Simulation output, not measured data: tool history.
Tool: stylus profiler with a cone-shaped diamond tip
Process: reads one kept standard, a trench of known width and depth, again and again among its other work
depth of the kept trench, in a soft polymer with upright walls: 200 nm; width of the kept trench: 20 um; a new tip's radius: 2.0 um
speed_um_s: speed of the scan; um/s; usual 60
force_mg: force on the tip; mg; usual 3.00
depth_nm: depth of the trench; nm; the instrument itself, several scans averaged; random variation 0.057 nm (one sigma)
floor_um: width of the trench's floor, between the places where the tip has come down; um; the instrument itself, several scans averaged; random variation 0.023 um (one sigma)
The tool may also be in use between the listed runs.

run	hour	speed_um_s	force_mg	depth_nm	floor_um
1	0.0	60	3.00	201.36	18.04
2	62.0	60	3.00	201.47	17.99
3	98.9	60	3.00	201.45	18.03
4	146.8	60	3.00	201.43	17.98
5	196.5	60	3.00	201.41	17.96
6	238.7	60	3.00	201.31	17.97
7	307.1	60	3.00	201.47	18.02
8	340.0	16	2.46	201.20	18.17
9	378.1	48	3.88	201.69	18.06
10	416.4	48	3.88	201.53	18.06
# hour 466.7: new tip fitted, height scale calibrated
11	481.4	60	5.39	202.11	18.08

Forecast each of these 4 alternatives for the next run:
A	522.5	60	1.35	?	?
B	522.5	21	3.08	?	?
C	522.5	62	5.39	?	?
D	522.5	19	1.53	?	?

run	depth_nm	floor_um
A	200.85	17.88
B	201.39	18.16
C	202.05	18.08
D	200.89	18.15
Without the tool's hidden state the same runs would have given:
run	depth_nm	floor_um
A	200.86	17.88
B	201.39	18.16
C	202.05	18.08
D	200.89	18.15
